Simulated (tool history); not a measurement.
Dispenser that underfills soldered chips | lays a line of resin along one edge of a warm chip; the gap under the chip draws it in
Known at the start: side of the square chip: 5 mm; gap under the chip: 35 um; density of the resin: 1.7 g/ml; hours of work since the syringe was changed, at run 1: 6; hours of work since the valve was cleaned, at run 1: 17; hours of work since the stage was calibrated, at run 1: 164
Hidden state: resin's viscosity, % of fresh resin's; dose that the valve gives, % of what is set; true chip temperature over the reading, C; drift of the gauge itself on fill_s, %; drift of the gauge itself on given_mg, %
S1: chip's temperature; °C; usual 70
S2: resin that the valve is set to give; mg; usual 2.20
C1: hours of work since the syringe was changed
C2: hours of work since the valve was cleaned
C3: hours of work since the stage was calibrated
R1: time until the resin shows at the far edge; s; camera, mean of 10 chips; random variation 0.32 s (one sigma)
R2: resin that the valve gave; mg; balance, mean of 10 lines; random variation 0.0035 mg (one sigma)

run,hour,S1,S2,C1,C2,C3,R1,R2
1,0.0,70,2.20,6,17,164,16.8,2.181
# hour 8.4: new syringe of resin
2,15.7,70,2.72,5,28,175,15.0,2.674
# hour 26.1: new syringe of resin
3,31.1,70,2.72,3,38,185,13.0,2.655
# hour 40.0: dispensing valve cleaned and set on the balance
4,40.7,70,2.72,9,0,191,22.1,2.726
# hour 45.0: new syringe of resin
5,57.5,70,2.72,9,12,202,20.8,2.696
# hour 61.9: new syringe of resin
6,67.1,70,2.72,4,18,208,13.3,2.680
7,74.7,70,2.72,9,23,214,20.5,2.672
# hour 79.1: new syringe of resin
8,84.1,63,2.90,3,29,220,19.9,2.837
# hour 95.8: new syringe of resin
9,96.2,74,1.97,0,38,228,8.4,1.919
# hour 105.9: dispensing valve cleaned and set on the balance
10,108.5,74,1.97,8,2,235,16.4,1.970

Some steps in R1 between neighbouring runs. How much of each would the tool show without its hidden state too (settings, what came in, random variation), and how much is left for the hidden state, with any gauge scatter that isn't in both results?
Run 3 -> 4: dispensing valve cleaned and set on the balance. R1 +9.1 s: hidden state +8.1, all else +1.0.
Run 8 -> 9: S1 63 -> 74, S2 2.90 -> 1.97, new syringe of resin. R1 -11.5 s: hidden state -4.9, all else -6.6.
